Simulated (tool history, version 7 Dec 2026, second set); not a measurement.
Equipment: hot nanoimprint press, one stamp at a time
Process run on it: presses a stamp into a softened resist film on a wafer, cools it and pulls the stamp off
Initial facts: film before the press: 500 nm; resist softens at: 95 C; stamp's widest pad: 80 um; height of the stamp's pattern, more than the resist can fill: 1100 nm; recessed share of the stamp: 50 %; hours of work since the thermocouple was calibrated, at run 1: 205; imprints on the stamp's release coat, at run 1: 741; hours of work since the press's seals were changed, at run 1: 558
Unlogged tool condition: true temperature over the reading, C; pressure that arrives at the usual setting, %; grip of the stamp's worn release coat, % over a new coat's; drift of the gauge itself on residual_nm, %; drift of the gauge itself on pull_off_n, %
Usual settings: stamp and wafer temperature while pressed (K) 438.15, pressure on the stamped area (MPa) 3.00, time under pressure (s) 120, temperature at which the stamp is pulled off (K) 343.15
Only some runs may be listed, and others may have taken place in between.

run   hour  stamp and wafer temperature while pressed (K)  pressure on the stamped area (MPa)  time under pressure (s)  temperature at which the stamp is pulled off (K)  hours of work since the thermocouple was calibrated  imprints on the stamp's release coat  hours of work since the press's seals were changed  resist left under the stamp's widest pad (angstrom)  greatest force while the stamp is pulled off (N)
  1    0.0                                         438.15                                3.00                      120                                            343.15                                                  205                                   741                                                 558                                                 2297                                               191
  2   15.1                                         438.15                                3.00                      120                                            343.15                                                  215                                   811                                                 568                                                 2299                                               194
  3   36.8                                         439.15                                3.00                      120                                            343.15                                                  230                                   911                                                 583                                                 2200                                               196
  4   51.0                                         438.15                                3.00                      120                                            343.15                                                  240                                   977                                                 593                                                 2315                                               186
  5   61.5                                         438.15                                3.00                      120                                            342.15                                                  247                                  1026                                                 600                                                 2332                                               205
  6   74.0                                         430.15                                3.00                      120                                            343.15                                                  255                                  1084                                                 609                                                 3340                                               203
  7   89.4                                         430.15                                3.00                      120                                            343.15                                                  266                                  1155                                                 619                                                 3353                                               207
     100.5  -- stamp cleaned and given a new release coat
  8  115.8                                         445.15                                3.87                      120                                            343.15                                                  280                                    71                                                 633                                                 1450                                               156
  9  139.9                                         446.15                                3.87                       97                                            343.15                                                  296                                   182                                                 650                                                 1499                                               161
 10  151.6                                         446.15                                3.87                       97                                            343.15                                                  304                                   237                                                 658                                                 1507                                               165
 11  175.7                                         441.15                                3.00                      120                                            343.15                                                  321                                   348                                                 674                                                 2042                                               173
 12  193.2                                         441.15                                3.00                      120                                            330.15                                                  333                                   430                                                 686                                                 2043                                               202
 13  204.4                                         441.15                                2.11                      113                                            330.15                                                  340                                   482                                                 694                                                 2492                                               193
 14  223.6                                         441.15                                2.11                      113                                            330.15                                                  354                                   570                                                 707                                                 2480                                               194

3 options for the next run, each taken on its own from the tool as it stands now. Forecast them:
  A  246.0                                         441.15                                2.11                      160                                            330.15                                                  369                                   674                                                 722                                                    ?                                                 ?
  B  246.0                                         441.15                                3.00                       97                                            348.15                                                  369                                   674                                                 722                                                    ?                                                 ?
  C  246.0                                         438.15                                3.00                      195                                            347.15                                                  369                                   674                                                 722                                                    ?                                                 ?

run  resist left under the stamp's widest pad (angstrom)  greatest force while the stamp is pulled off (N)
  A                                                 2204                                               208
  B                                                 2212                                               179
  C                                                 2014                                               176
What these runs would have given with no unlogged condition in the tool:
run  resist left under the stamp's widest pad (angstrom)  greatest force while the stamp is pulled off (N)
  A                                                 2078                                               174
  B                                                 2080                                               150
  C                                                 1886                                               147
